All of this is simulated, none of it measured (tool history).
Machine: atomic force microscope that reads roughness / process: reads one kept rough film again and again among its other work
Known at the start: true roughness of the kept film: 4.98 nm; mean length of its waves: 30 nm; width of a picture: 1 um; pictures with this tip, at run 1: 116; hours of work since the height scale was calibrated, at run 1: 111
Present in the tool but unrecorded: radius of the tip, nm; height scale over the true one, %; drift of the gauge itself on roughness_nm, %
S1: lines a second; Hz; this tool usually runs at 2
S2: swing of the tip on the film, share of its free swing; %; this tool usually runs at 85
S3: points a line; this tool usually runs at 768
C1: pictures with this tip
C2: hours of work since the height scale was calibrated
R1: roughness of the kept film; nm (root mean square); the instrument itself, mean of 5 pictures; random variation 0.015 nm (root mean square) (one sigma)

run,day,S1,S2,S3,C1,C2,R1
1,0,2,85,768,116,111,3.549
2,3.362,2,85,768,202,147,3.577
3,6.629,2,85,768,286,183,3.561
# day 7.108: new tip fitted
4,8.379,2,85,768,32,201,3.547
5,11.375,2,85,768,109,234,3.566
6,14.092,2,71,768,179,263,3.79
7,15.488,2,85,768,215,278,3.59
8,18.275,2,85,768,287,308,3.554
# day 18.683: new tip fitted
9,21.25,2,85,768,66,340,3.561
10,24.192,2,85,768,141,372,3.555
11,27.35,2,85,768,222,406,3.534
# day 30.292: new tip fitted
12,30.479,2,85,768,5,440,3.542
13,32.825,2,55,768,65,465,3.969
14,35.138,2,85,768,125,490,3.557
15,37.029,2,85,768,173,511,3.571
16,38.896,2,85,768,221,531,3.54
17,40.879,2,85,768,272,552,3.539
# day 41.967: new tip fitted
18,43.654,2,85,301,43,582,3.531
19,45.983,2,85,301,103,607,3.516
20,49.388,2,85,301,190,644,3.523
21,51.75,2,85,301,251,670,3.515
# day 53.621: new tip fitted
22,53.621,2,85,301,0,690,3.543
23,55.429,2.07,77,301,46,709,3.65
24,58.271,0.69,59,633,119,740,4.007
25,60.021,1.31,59,758,164,759,3.985
26,61.917,1.31,59,758,213,780,3.997
# day 65.162: new tip fitted
27,65.3,2,85,768,3,816,3.556
28,67.092,2,85,768,49,835,3.561
29,69.688,1.85,84,411,116,863,3.598
30,72.692,1.79,61,1007,193,896,3.92
31,75.479,1.79,61,1007,265,926,3.938
# day 76.804: new tip fitted
32,77.617,1.79,61,1007,21,949,3.931
33,79.154,1.73,56,363,60,966,3.986
34,81.862,2.25,86,1022,130,995,3.456
35,83.612,3.04,75,749,175,1014,3.587
36,86.921,3.04,75,749,260,1050,3.595
# day 87.704: height scale calibrated on a step standard
# day 88.446: new tip fitted
37,88.479,0.68,70,305,0,8,3.967
38,91.746,0.91,68,267,84,44,3.916

Entry by entry between the runs, the difference in hidden state between the last listed run before and the first listed run after:
Between runs 3 and 4: new tip fitted (day 7.108)
  radius of the tip, nm: 10.2 -> 10
Between runs 8 and 9: new tip fitted (day 18.683)
  radius of the tip, nm: 10.2 -> 10.1
Between runs 11 and 12: new tip fitted (day 30.292)
  radius of the tip, nm: 10.2 -> 10
Between runs 17 and 18: new tip fitted (day 41.967)
  radius of the tip, nm: 10.2 -> 10
Between runs 21 and 22: new tip fitted (day 53.621)
  radius of the tip, nm: 10.2 -> 10
Between runs 26 and 27: new tip fitted (day 65.162)
  radius of the tip, nm: 10.2 -> 10
Between runs 31 and 32: new tip fitted (day 76.804)
  radius of the tip, nm: 10.2 -> 10
Between runs 36 and 37: height scale calibrated on a step standard (day 87.704); new tip fitted (day 88.446)
  radius of the tip, nm: 10.2 -> 10; height scale over the true one, %: 0.02 -> 0
